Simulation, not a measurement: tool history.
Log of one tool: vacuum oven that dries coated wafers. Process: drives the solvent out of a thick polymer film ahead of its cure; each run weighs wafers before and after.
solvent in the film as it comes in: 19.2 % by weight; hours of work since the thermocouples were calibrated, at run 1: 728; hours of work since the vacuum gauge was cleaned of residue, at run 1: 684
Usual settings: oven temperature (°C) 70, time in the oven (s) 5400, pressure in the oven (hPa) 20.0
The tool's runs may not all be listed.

run    hour  oven temperature (°C)  time in the oven (s)  pressure in the oven (hPa)  hours of work since the thermocouples were calibrated  hours of work since the vacuum gauge was cleaned of residue  solvent left in the film (%)
  1     0.0                     70                  5400                        20.0                                                    728                                                          684                          5.61
       16.8  -- oven's thermocouples calibrated
  2    30.0                     70                  5400                        20.0                                                      8                                                          699                          4.82
  3    64.5                     70                  5400                        20.0                                                     27                                                          719                          4.87
  4    94.0                     67                  5400                        20.0                                                     44                                                          736                          5.99
  5   122.2                     67                  5400                        20.0                                                     60                                                          752                          6.11
  6   154.0                     70                  5400                        27.3                                                     78                                                          770                          5.15
  7   180.2                     70                  5400                        27.3                                                     92                                                          784                          5.34
  8   203.9                     70                  5400                        20.0                                                    106                                                          798                          4.97
  9   227.8                     70                  5400                        20.0                                                    119                                                          811                          5.08
 10   254.3                     70                  5400                        20.0                                                    134                                                          826                          4.98
 11   289.0                     70                  5400                        20.0                                                    154                                                          846                          5.07
 12   308.5                     70                  5400                        20.0                                                    165                                                          857                          5.03
 13   345.5                     70                  5400                        20.0                                                    186                                                          878                          5.16
 14   376.8                     70                  5400                        20.0                                                    204                                                          896                          5.07
 15   406.6                     70                  5400                        20.0                                                    221                                                          912                          5.15
 16   448.2                     70                  5400                        20.0                                                    244                                                          936                          5.06
 17   473.3                     70                  5400                        20.0                                                    258                                                          950                          5.10
 18   517.1                     70                  5400                        20.0                                                    283                                                          975                          5.32
 19   537.4                     83                  5400                        20.0                                                    294                                                          986                          1.51
 20   568.0                     75                  5400                        26.0                                                    312                                                         1004                          3.63
 21   609.0                     75                  5400                        26.0                                                    335                                                         1027                          3.79
      613.3  -- vacuum gauge cleaned of residue and calibrated
 22   638.7                     70                  5040                        26.0                                                    351                                                           14                          5.83
 23   662.4                     70                  8700                        66.1                                                    364                                                           28                          5.70
 24   705.5                     72                  3960                        20.0                                                    389                                                           52                          6.01
 25   724.2                     72                  3960                        20.0                                                    399                                                           63                          6.27
 26   747.2                     72                  3960                        20.0                                                    412                                                           76                          6.23
      780.7  -- vacuum gauge cleaned of residue and calibrated, once more
 27   784.6                     72                  3960                        20.0                                                    433                                                            2                          5.99
 28   805.3                     72                  3780                        20.0                                                    444                                                           14                          6.28
 29   847.4                     72                  4500                        66.7                                                    468                                                           38                          7.53
 30   868.6                     78                  5400                        10.3                                                    480                                                           50                          2.13
 31   886.6                     70                  2700                        12.3                                                    490                                                           60                          8.53
 32   914.2                     70                  3300                        20.0                                                    506                                                           75                          7.76
 33   945.3                     70                  3300                        20.0                                                    523                                                           93                          7.86
 34   975.9                     56                  3300                        68.5                                                    541                                                          110                         15.23
 35  1018.9                     56                  3300                        68.5                                                    565                                                          135                         15.22
 36  1047.5                     58                  2820                        24.9                                                    581                                                          151                         13.12
 37  1091.6                     70                  9420                        20.0                                                    606                                                          176                          2.88

Forecast each of these 3 alternatives for the next run:
  A  1115.0                     70                  9420                        20.0                                                    619                                                          189                             ?
  B  1115.0                     84                  9420                        20.0                                                    619                                                          189                             ?
  C  1115.0                     56                  7020                        22.9                                                    619                                                          189                             ?

run  solvent left in the film (%)
  A                          2.88
  B                          0.85
  C                          9.77
Without the tool's hidden state the same runs would have given:
run  solvent left in the film (%)
  A                          2.40
  B                          0.76
  C                          9.03
